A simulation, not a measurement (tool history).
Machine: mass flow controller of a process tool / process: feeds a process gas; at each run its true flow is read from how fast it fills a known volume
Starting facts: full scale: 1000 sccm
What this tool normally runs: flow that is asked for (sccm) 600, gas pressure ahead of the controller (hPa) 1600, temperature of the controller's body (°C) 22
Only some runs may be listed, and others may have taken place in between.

run	hour	flow that is asked for (sccm)	gas pressure ahead of the controller (hPa)	temperature of the controller's body (°C)	true flow (%)
1	0.0	600	1600	22	100.76
2	327.3	600	1600	22	100.86
3	866.8	600	1600	22	100.95
4	1374.9	600	1600	26	101.22
5	1893.4	600	1600	26	101.38
6	2436.9	600	1600	26	101.72
7	2707.9	600	1600	26	101.63
8	3277.8	600	1600	26	101.90
9	3786.2	600	2130	26	102.33
10	4100.2	600	2130	26	102.40
11	4354.7	600	2130	26	102.53
12	4946.8	600	2130	26	102.66
13	5462.4	600	2450	23	102.95
14	5771.7	600	2450	21	102.96
15	6333.9	134	2280	22	105.36
16	6832.2	115	1600	22	106.36
17	7140.5	163	2280	22	105.06
18	7546.0	119	1660	34	106.92
19	7889.0	382	1600	21	103.31
20	8165.4	600	1960	32	103.83
21	8674.9	392	1600	25	103.76
22	9215.3	392	1600	25	103.75
23	9527.7	600	2530	29	104.45

For some of the steps in true flow (%) from one run to the next: how much would appear even if the tool had no hidden state, given the settings, what came in and random variation, and how much remains for the hidden state plus any gauge scatter that the measured result and the result without hidden state don't share?
Hidden conditions of the tool in this case: flow at rest that the sensor doesn't see, % of full scale; true flow over the shown one, %; drift of the gauge itself on true_pct, %.
Run 14 -> 15: flow that is asked for (sccm) 600 -> 134, gas pressure ahead of the controller (hPa) 2450 -> 2280, temperature of the controller's body (°C) 21 -> 22. true flow (%) +2.40: hidden state +4.00, all else -1.60.
Run 18 -> 19: flow that is asked for (sccm) 119 -> 382, gas pressure ahead of the controller (hPa) 1660 -> 1600, temperature of the controller's body (°C) 34 -> 21. true flow (%) -3.61: hidden state -4.05, all else +0.44.

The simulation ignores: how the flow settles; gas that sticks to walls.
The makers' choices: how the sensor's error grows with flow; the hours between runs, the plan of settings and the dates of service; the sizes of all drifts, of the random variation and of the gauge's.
